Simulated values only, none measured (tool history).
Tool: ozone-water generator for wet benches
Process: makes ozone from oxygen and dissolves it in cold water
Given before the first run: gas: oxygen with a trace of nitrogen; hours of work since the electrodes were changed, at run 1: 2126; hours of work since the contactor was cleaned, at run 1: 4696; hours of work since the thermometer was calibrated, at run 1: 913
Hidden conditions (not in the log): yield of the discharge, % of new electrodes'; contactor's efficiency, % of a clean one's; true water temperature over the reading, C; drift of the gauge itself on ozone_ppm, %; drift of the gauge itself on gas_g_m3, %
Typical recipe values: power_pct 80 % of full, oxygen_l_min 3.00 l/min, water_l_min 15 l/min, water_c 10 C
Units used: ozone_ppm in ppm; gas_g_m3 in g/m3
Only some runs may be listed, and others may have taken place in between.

run	hour	power_pct	oxygen_l_min	water_l_min	water_c	hours of work since the electrodes were changed	hours of work since the contactor was cleaned	hours of work since the thermometer was calibrated	ozone_ppm	gas_g_m3
1	0.0	80	3.00	15	10	2126	4696	913	16.6	157.5
2	56.3	49	3.00	15	10	2165	4735	951	11.6	108.6
3	128.3	49	3.00	15	10	2214	4784	1001	11.4	108.9
4	237.0	49	3.00	15	10	2288	4858	1075	11.6	109.2
5	297.6	49	3.00	15	10	2330	4900	1116	11.4	109.0
6	402.7	49	3.00	15	10	2401	4972	1188	11.4	108.9
7	487.2	49	3.00	15	10	2459	5029	1246	11.3	109.0
8	561.7	80	3.00	11	10	2510	5080	1297	21.3	154.9
9	631.0	62	3.00	14	10	2557	5128	1344	14.4	127.9
10	688.0	80	3.78	15	10	2596	5167	1383	18.0	146.3
11	765.3	69	3.78	12	10	2649	5219	1436	18.9	129.3
12	848.8	71	3.00	15	10	2706	5276	1493	14.7	140.1
13	961.6	80	3.00	10	16	2783	5353	1570	20.9	155.0
14	1038.5	80	3.00	10	16	2836	5406	1623	21.1	154.5
15	1135.6	74	3.00	15	9	2902	5472	1689	15.3	146.5

Table of differences, measured result less the result of that run with no hidden state. Run-to-run variation is the same in both. Gauge scatter possibly is not:
run	ozone_ppm	gas_g_m3
1	-1.1	-8.5
2	-0.6	-3.9
3	-0.6	-3.9
4	-0.6	-4.1
5	-0.7	-4.2
6	-0.6	-4.3
7	-0.6	-4.4
8	-1.6	-9.6
9	-1.0	-6.7
10	-1.4	-9.3
11	-1.4	-7.5
12	-1.1	-8.5
13	-1.8	-10.5
14	-1.8	-10.6
15	-1.3	-9.6
